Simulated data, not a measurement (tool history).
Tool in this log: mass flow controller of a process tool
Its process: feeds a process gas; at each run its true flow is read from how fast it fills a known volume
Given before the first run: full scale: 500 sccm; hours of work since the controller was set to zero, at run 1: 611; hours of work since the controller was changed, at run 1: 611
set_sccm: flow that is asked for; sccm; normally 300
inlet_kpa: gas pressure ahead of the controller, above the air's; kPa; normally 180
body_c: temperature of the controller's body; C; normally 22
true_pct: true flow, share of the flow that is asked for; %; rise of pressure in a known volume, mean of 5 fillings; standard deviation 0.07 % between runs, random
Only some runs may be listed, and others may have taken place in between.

run    hour  set_sccm  inlet_kpa  body_c  hours of work since the controller was set to zero  hours of work since the controller was changed  true_pct
  1     0.0       300        180      22                                                 611                                             611     99.18
  2    62.7       300        248      22                                                 633                                             633     98.64
  3   152.5       300        248      24                                                 665                                             665     98.41
  4   213.2       300        248      24                                                 687                                             687     98.21
  5   284.6       461        180      22                                                 713                                             713     99.70
  6   341.9       300        180      22                                                 733                                             733     98.68
  7   427.3       300        180      39                                                 764                                             764     98.03
  8   469.7       300        180      33                                                 779                                             779     98.13
  9   525.0       300        180      33                                                 799                                             799     98.19
 10   586.5       300        180      33                                                 821                                             821     97.89
 11   636.6       300        180      33                                                 839                                             839     97.79
 12   708.4       300        180      33                                                 865                                             865     97.81
 13   787.9       300        180      33                                                 893                                             893     97.71
      822.8  -- gauge calibrated
 14   839.7       300        180      33                                                 912                                             912     98.87
 15   895.7       300        180      33                                                 932                                             932     98.68
 16   967.6       300        238      22                                                 958                                             958     98.56
 17  1034.0       300        180      22                                                 981                                             981     98.99
 18  1095.7       300        180      22                                                1003                                            1003     98.73
 19  1135.1       300        180      22                                                1018                                            1018     98.78
 20  1227.7       300        238      22                                                1051                                            1051     98.15
 21  1287.3       300        238      22                                                1072                                            1072     98.09
 22  1366.2       300        180      27                                                1100                                            1100     98.33
 23  1412.6       300        180      27                                                1117                                            1117     98.19
 24  1505.7        57        144      22                                                1150                                            1150     97.42
 25  1598.5        80        232      25                                                1184                                            1184     96.44
 26  1687.5       373        180      24                                                1216                                            1216     98.24
 27  1743.7       300        268      37                                                1236                                            1236     96.74
 28  1811.4       300        268      37                                                1260                                            1260     96.57
 29  1866.2       300        214      28                                                1280                                            1280     97.30
 30  1956.4        57        161      28                                                1312                                            1312     96.35
 31  2030.7        75        151      35                                                1339                                            1339     96.05
 32  2105.7        75        197      35                                                1366                                            1366     95.67
 33  2190.7        75        156      22                                                1396                                            1396     96.42
 34  2251.7        75        156      22                                                1418                                            1418     96.20
 35  2290.1       300        259      20                                                1432                                            1432     96.57
 36  2370.1       300        259      20                                                1460                                            1460     96.54
 37  2426.7       103        180      28                                                1481                                            1481     95.80
 38  2510.6       103        180      28                                                1511                                            1511     95.64
 39  2577.8       300        219      28                                                1535                                            1535     96.30
 40  2666.5       151        245      34                                                1567                                            1567     94.90
 41  2712.7       151        245      34                                                1583                                            1583     94.85
 42  2768.4        94        162      27                                                1603                                            1603     95.43
 43  2836.5        94        162      27                                                1628                                            1628     95.40
     2861.1  -- gauge calibrated
 44  2905.8       488        180      36                                                1652                                            1652     99.66
 45  2952.5       300        191      30                                                1669                                            1669     98.66
 46  3030.7       300        203      30                                                1697                                            1697     98.54

Selected run-to-run steps in true_pct, each split into two signed amounts: the part the tool would show with no hidden state at all (from settings, incoming material and random variation), and the remainder, which goes to the hidden state together with any gauge scatter not common to the measured and the hidden-state-free results:
The tool's hidden condition here consists of: flow at rest that the sensor doesn't see, % of full scale; true flow over the shown one, %; drift of the gauge itself on true_pct, %.
Run 13 -> 14: gauge calibrated. true_pct +1.16 %: hidden state +1.08, all else +0.08.
Run 25 -> 26: set_sccm 80 -> 373, inlet_kpa 232 -> 180, body_c 25 -> 24. true_pct +1.80 %: hidden state -0.16, all else +1.96.
Run 26 -> 27: set_sccm 373 -> 300, inlet_kpa 180 -> 268, body_c 24 -> 37. true_pct -1.50 %: hidden state -0.06, all else -1.44.
Run 43 -> 44: set_sccm 94 -> 488, inlet_kpa 162 -> 180, body_c 27 -> 36, gauge calibrated. true_pct +4.26 %: hidden state +2.72, all else +1.54.
